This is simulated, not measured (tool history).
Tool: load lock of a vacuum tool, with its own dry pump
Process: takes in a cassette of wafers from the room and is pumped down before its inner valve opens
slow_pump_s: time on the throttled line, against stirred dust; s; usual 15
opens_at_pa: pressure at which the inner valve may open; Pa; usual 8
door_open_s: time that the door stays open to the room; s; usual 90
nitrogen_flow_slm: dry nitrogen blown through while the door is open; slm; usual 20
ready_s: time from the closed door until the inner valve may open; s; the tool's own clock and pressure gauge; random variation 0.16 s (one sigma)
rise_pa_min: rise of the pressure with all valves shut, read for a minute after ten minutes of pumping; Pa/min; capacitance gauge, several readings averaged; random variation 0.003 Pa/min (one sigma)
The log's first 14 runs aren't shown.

run      day  slow_pump_s  opens_at_pa  door_open_s  nitrogen_flow_slm  hours that the pump has run since its overhaul  times that the door has closed on its seal  incoming humidity of the room's air, %  ready_s  rise_pa_min
 15  257.275           15           13           90                 20                                            3589                                       41439                                    43.6     27.4        0.496
 16  277.275           15           13           90                 20                                            4069                                       42087                                    45.5     27.8        0.501
 17  300.267           15            8          128                 20                                            4621                                       42833                                    41.7     28.6        0.523
 18  313.138           15            8          128                 20                                            4930                                       43250                                    47.8     28.3        0.541
 19  331.183           15            8           90                 20                                            5363                                       43835                                    43.5     28.4        0.533
 20  344.296           15            8          186                 20                                            5678                                       44260                                    46.3     28.3        0.572
     355.342  -- door's seal changed, seat wiped
 21  369.079           15            6          186                  4                                            6271                                         446                                    41.9     29.2        0.092
 22  385.462           20            6           42                 20                                            6664                                         977                                    44.6     33.1        0.033
 23  407.117           20           10           58                 20                                            7184                                        1679                                      47     32.7        0.043
 24  430.546           20           10           58                 20                                            7746                                        2439                                    44.4     32.4        0.045
 25    450.7           20           10           58                 20                                            8230                                        3092                                    45.4     32.6        0.036
 26  475.179           14            8           90                 20                                            8818                                        3886                                    43.2     28.6        0.059
 27  496.608           15            8           43                 20                                            9332                                        4581                                    41.7     29.4        0.043
 28  507.962           15            8           43                 20                                            9604                                        4949                                    48.6     29.4        0.053
 29  533.025           15            8           43                 20                                           10206                                        5762                                    43.9     29.8        0.051
 30  551.288           15            9           41                 20                                           10644                                        6354                                    46.2     29.8        0.059
 31  574.762           15            9           41                 20                                           11208                                        7115                                    47.9     29.8        0.062
 32  593.817           16            9           41                 14                                           11665                                        7733                                    43.4     30.5        0.072
 33  615.562           18            9          114                 19                                           12187                                        8438                                    40.9     32.2        0.081
 34  637.088           24           13           56                 43                                           12703                                        9136                                    44.1     35.5        0.071
 35  651.546           24           13           56                 43                                           13050                                        9605                                    44.6     35.9        0.071
 36  667.958           13           13           40                  6                                           13444                                       10137                                    45.5       28        0.099
 37  686.925           13           13           40                  6                                           13900                                       10752                                    45.1       28        0.092
     698.867  -- dry pump taken out, an overhauled one fitted
 38  706.633           15            8           57                 20                                             186                                       11383                                    45.6     27.3        0.094

Forecast each of these 3 alternatives for the next run:
  A  732.783           15           11           57                 20                                             814                                       12231                                    43.7        ?            ?
  B  732.783           20           13           57                  7                                             814                                       12231                                    43.3        ?            ?
  C  732.783           15           13           57                 20                                             814                                       12231                                    45.8        ?            ?

run  ready_s  rise_pa_min
  A     27.2        0.106
  B     30.6        0.111
  C     26.9        0.108
Without the tool's hidden state the same runs would have given:
run  ready_s  rise_pa_min
  A     27.2        0.038
  B     30.5        0.042
  C     26.8        0.041
